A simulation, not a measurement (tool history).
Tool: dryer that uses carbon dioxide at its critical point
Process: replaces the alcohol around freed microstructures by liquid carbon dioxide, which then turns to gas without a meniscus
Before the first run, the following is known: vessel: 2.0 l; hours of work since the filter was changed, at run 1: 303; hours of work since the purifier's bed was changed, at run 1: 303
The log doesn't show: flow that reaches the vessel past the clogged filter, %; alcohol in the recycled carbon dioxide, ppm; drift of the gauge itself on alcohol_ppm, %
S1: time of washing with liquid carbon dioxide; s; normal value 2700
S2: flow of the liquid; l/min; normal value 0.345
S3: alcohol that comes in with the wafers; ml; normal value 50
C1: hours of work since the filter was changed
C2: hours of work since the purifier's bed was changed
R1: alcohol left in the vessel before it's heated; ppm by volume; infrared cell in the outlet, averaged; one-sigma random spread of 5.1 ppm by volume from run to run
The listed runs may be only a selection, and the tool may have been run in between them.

{"run": 1, "hour": 0.0, "S1": 2700, "S2": 0.345, "S3": 50, "C1": 303, "C2": 303, "R1": 164}
{"run": 2, "hour": 60.9, "S1": 2700, "S2": 0.345, "S3": 50, "C1": 343, "C2": 343, "R1": 173}
{"run": 3, "hour": 120.8, "S1": 2700, "S2": 0.345, "S3": 96, "C1": 382, "C2": 382, "R1": 292}
{"run": 4, "hour": 158.5, "S1": 2700, "S2": 0.345, "S3": 50, "C1": 406, "C2": 406, "R1": 208}
{"run": 5, "hour": 203.5, "S1": 2580, "S2": 0.345, "S3": 50, "C1": 436, "C2": 436, "R1": 245}
{"run": 6, "hour": 247.1, "S1": 2580, "S2": 0.345, "S3": 50, "C1": 464, "C2": 464, "R1": 252}
{"run": 7, "hour": 275.5, "S1": 2700, "S2": 0.345, "S3": 50, "C1": 483, "C2": 483, "R1": 230}
{"hour": 292.1, "done": "inlet filter changed"}
{"run": 8, "hour": 330.6, "S1": 2940, "S2": 0.345, "S3": 50, "C1": 25, "C2": 518, "R1": 138}
{"run": 9, "hour": 384.7, "S1": 2940, "S2": 0.345, "S3": 50, "C1": 61, "C2": 554, "R1": 163}
{"run": 10, "hour": 431.9, "S1": 2700, "S2": 0.345, "S3": 28, "C1": 91, "C2": 585, "R1": 162}
{"run": 11, "hour": 494.7, "S1": 2700, "S2": 0.345, "S3": 28, "C1": 133, "C2": 626, "R1": 179}
{"run": 12, "hour": 562.7, "S1": 2700, "S2": 0.345, "S3": 28, "C1": 177, "C2": 670, "R1": 195}
{"run": 13, "hour": 607.5, "S1": 2700, "S2": 0.345, "S3": 50, "C1": 206, "C2": 699, "R1": 237}
{"run": 14, "hour": 644.9, "S1": 2700, "S2": 0.345, "S3": 50, "C1": 231, "C2": 724, "R1": 249}
{"run": 15, "hour": 676.3, "S1": 2700, "S2": 0.345, "S3": 50, "C1": 251, "C2": 744, "R1": 268}
{"run": 16, "hour": 727.5, "S1": 2700, "S2": 0.345, "S3": 50, "C1": 285, "C2": 778, "R1": 271}
{"run": 17, "hour": 757.3, "S1": 2700, "S2": 0.345, "S3": 50, "C1": 304, "C2": 797, "R1": 275}
{"run": 18, "hour": 824.9, "S1": 2700, "S2": 0.345, "S3": 50, "C1": 349, "C2": 842, "R1": 292}
{"run": 19, "hour": 883.5, "S1": 2700, "S2": 0.329, "S3": 50, "C1": 387, "C2": 880, "R1": 337}
{"run": 20, "hour": 950.0, "S1": 2700, "S2": 0.329, "S3": 50, "C1": 430, "C2": 923, "R1": 363}
{"run": 21, "hour": 1019.1, "S1": 2700, "S2": 0.329, "S3": 50, "C1": 476, "C2": 969, "R1": 388}
{"hour": 1044.8, "done": "inlet filter changed"}
{"run": 22, "hour": 1081.5, "S1": 1740, "S2": 0.345, "S3": 50, "C1": 24, "C2": 1009, "R1": 710}
{"run": 23, "hour": 1114.4, "S1": 1740, "S2": 0.345, "S3": 61, "C1": 46, "C2": 1030, "R1": 823}
{"run": 24, "hour": 1175.1, "S1": 2700, "S2": 0.345, "S3": 62, "C1": 85, "C2": 1070, "R1": 321}
{"run": 25, "hour": 1231.2, "S1": 1800, "S2": 0.248, "S3": 42, "C1": 122, "C2": 1107, "R1": 1450}
{"run": 26, "hour": 1301.3, "S1": 1800, "S2": 0.248, "S3": 42, "C1": 168, "C2": 1153, "R1": 1504}
{"run": 27, "hour": 1361.2, "S1": 2580, "S2": 0.301, "S3": 50, "C1": 207, "C2": 1192, "R1": 472}
{"run": 28, "hour": 1409.7, "S1": 2700, "S2": 0.268, "S3": 50, "C1": 239, "C2": 1223, "R1": 575}
{"run": 29, "hour": 1438.5, "S1": 1980, "S2": 0.276, "S3": 112, "C1": 258, "C2": 1242, "R1": 2256}
{"run": 30, "hour": 1471.5, "S1": 1860, "S2": 0.47, "S3": 27, "C1": 279, "C2": 1264, "R1": 356}
{"hour": 1479.5, "done": "purifier's bed changed"}
{"run": 31, "hour": 1505.5, "S1": 1860, "S2": 0.47, "S3": 27, "C1": 299, "C2": 17, "R1": 68}
{"run": 32, "hour": 1565.3, "S1": 1860, "S2": 0.47, "S3": 27, "C1": 339, "C2": 56, "R1": 91}
{"run": 33, "hour": 1617.8, "S1": 1860, "S2": 0.47, "S3": 27, "C1": 373, "C2": 90, "R1": 99}
{"run": 34, "hour": 1674.9, "S1": 1860, "S2": 0.47, "S3": 27, "C1": 410, "C2": 128, "R1": 128}
{"run": 35, "hour": 1709.7, "S1": 2040, "S2": 0.582, "S3": 76, "C1": 433, "C2": 151, "R1": 76}
{"run": 36, "hour": 1755.0, "S1": 2040, "S2": 0.544, "S3": 29, "C1": 463, "C2": 180, "R1": 69}
{"run": 37, "hour": 1789.2, "S1": 2040, "S2": 0.544, "S3": 29, "C1": 485, "C2": 203, "R1": 80}
{"hour": 1800.8, "done": "inlet filter changed"}
{"run": 38, "hour": 1855.8, "S1": 1860, "S2": 0.326, "S3": 31, "C1": 36, "C2": 245, "R1": 345}
{"run": 39, "hour": 1888.8, "S1": 2700, "S2": 0.345, "S3": 97, "C1": 58, "C2": 267, "R1": 173}
{"run": 40, "hour": 1920.1, "S1": 2700, "S2": 0.345, "S3": 22, "C1": 78, "C2": 288, "R1": 103}
{"run": 41, "hour": 1989.6, "S1": 2700, "S2": 0.345, "S3": 22, "C1": 123, "C2": 333, "R1": 112}
{"run": 42, "hour": 2058.0, "S1": 3240, "S2": 0.299, "S3": 52, "C1": 168, "C2": 378, "R1": 158}
{"run": 43, "hour": 2117.4, "S1": 3240, "S2": 0.299, "S3": 52, "C1": 207, "C2": 417, "R1": 160}
{"run": 44, "hour": 2178.5, "S1": 2820, "S2": 0.447, "S3": 22, "C1": 247, "C2": 456, "R1": 123}
{"run": 45, "hour": 2228.2, "S1": 2820, "S2": 0.447, "S3": 22, "C1": 280, "C2": 489, "R1": 120}
{"run": 46, "hour": 2259.8, "S1": 2820, "S2": 0.447, "S3": 22, "C1": 300, "C2": 510, "R1": 119}

Hidden state or all else? Some run-to-run changes of R1, split into what the settings, what came in and random variation would give without the hidden state, and what is left for the hidden state (with any gauge scatter that isn't in both results):
Run 24 -> 25: S1 2700 -> 1800, S2 0.345 -> 0.248, S3 62 -> 42. R1 +1129 ppm by volume: hidden state +130, all else +999.
Run 28 -> 29: S1 2700 -> 1980, S2 0.268 -> 0.276, S3 50 -> 112. R1 +1681 ppm by volume: hidden state +423, all else +1258.
Run 29 -> 30: S1 1980 -> 1860, S2 0.276 -> 0.47, S3 112 -> 27. R1 -1900 ppm by volume: hidden state -483, all else -1417.
Run 30 -> 31: purifier's bed changed. R1 -288 ppm by volume: hidden state -274, all else -14.
